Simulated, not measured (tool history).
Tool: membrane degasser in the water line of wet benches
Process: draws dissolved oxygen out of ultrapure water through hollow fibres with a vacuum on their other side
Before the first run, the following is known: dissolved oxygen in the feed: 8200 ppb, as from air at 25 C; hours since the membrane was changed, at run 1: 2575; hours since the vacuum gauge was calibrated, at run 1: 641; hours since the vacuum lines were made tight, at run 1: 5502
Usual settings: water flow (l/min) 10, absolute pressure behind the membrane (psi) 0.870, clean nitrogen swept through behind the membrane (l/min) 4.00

run	hour	water flow (l/min)	absolute pressure behind the membrane (psi)	clean nitrogen swept through behind the membrane (l/min)	hours since the membrane was changed	hours since the vacuum gauge was calibrated	hours since the vacuum lines were made tight	dissolved oxygen in the water behind the degasser (ppb)	pressure that the water loses in the fibres (psi)
1	0.0	10	0.870	4.00	2575	641	5502	32.1	5.899
2	82.9	10	0.870	4.00	2658	724	5585	31.4	5.832
3	169.5	10	0.870	4.00	2744	811	5672	32.1	5.886
4	267.7	10	0.870	4.00	2843	909	5770	32.1	5.867
5	338.2	10	0.870	4.00	2913	979	5841	32.8	5.906
6	399.3	10	1.910	4.00	2974	1041	5902	75.0	5.900
7	461.6	10	1.910	4.00	3036	1103	5964	74.9	5.893
8	528.2	10	0.870	4.00	3103	1169	6031	32.5	5.836
9	596.0	10	0.870	4.00	3171	1237	6099	32.6	5.842
10	656.4	10	0.870	4.00	3231	1298	6159	31.5	5.855
11	747.8	10	0.870	4.00	3323	1389	6250	31.8	5.865
12	815.3	10	0.870	4.00	3390	1457	6318	32.0	5.881
13	894.9	10	1.118	4.00	3470	1536	6397	42.8	5.846
14	986.7	10	1.118	4.00	3562	1628	6489	42.9	5.893
# hour 996.6: seals of the vacuum lines changed
15	1054.1	10	0.870	2.58	3627	1693	57	41.8	5.835
16	1137.3	8	0.870	2.58	3710	1777	141	26.6	4.691
17	1217.0	10	0.870	4.00	3790	1856	220	32.3	5.867
18	1297.7	10	0.870	4.00	3871	1937	301	32.7	5.870
19	1340.3	10	0.870	4.00	3913	1980	344	31.6	5.845
20	1406.4	12	0.870	2.84	3979	2046	410	64.9	7.033
21	1454.9	12	0.870	2.84	4028	2094	458	63.7	7.050
22	1533.7	14	1.136	5.49	4107	2173	537	96.2	8.212
23	1628.3	14	1.136	5.49	4201	2268	632	94.3	8.219
24	1675.6	14	1.136	5.49	4248	2315	679	94.7	8.200
25	1770.7	8	0.645	5.49	4344	2410	774	8.5	4.635
26	1866.6	8	0.645	5.49	4439	2506	870	8.8	4.689
27	1924.6	8	0.645	5.49	4497	2564	928	8.6	4.635
28	2009.0	10	0.795	3.16	4582	2648	1012	32.7	5.947
29	2073.7	15	1.291	3.03	4647	2713	1077	151.5	8.744
30	2119.5	10	0.775	6.31	4692	2759	1123	23.3	5.867
31	2163.0	15	0.811	6.38	4736	2802	1166	100.2	8.752
32	2232.2	15	0.811	6.38	4805	2871	1236	98.9	8.754
33	2318.0	10	0.870	8.99	4891	2957	1321	22.8	5.862

Branching from run 33: 3 alternative next runs. What would each branch give?
A	2365.1	12	1.011	4.00	4938	3004	1368	?	?
B	2365.1	10	0.795	4.00	4938	3004	1368	?	?
C	2365.1	7	0.870	4.00	4938	3004	1368	?	?

run	dissolved oxygen in the water behind the degasser (ppb)	pressure that the water loses in the fibres (psi)
A	63.5	7.072
B	27.4	5.806
C	14.3	4.123
What these runs would have given with no unlogged condition in the tool:
run	dissolved oxygen in the water behind the degasser (ppb)	pressure that the water loses in the fibres (psi)
A	63.3	7.068
B	27.3	5.802
C	14.3	4.121
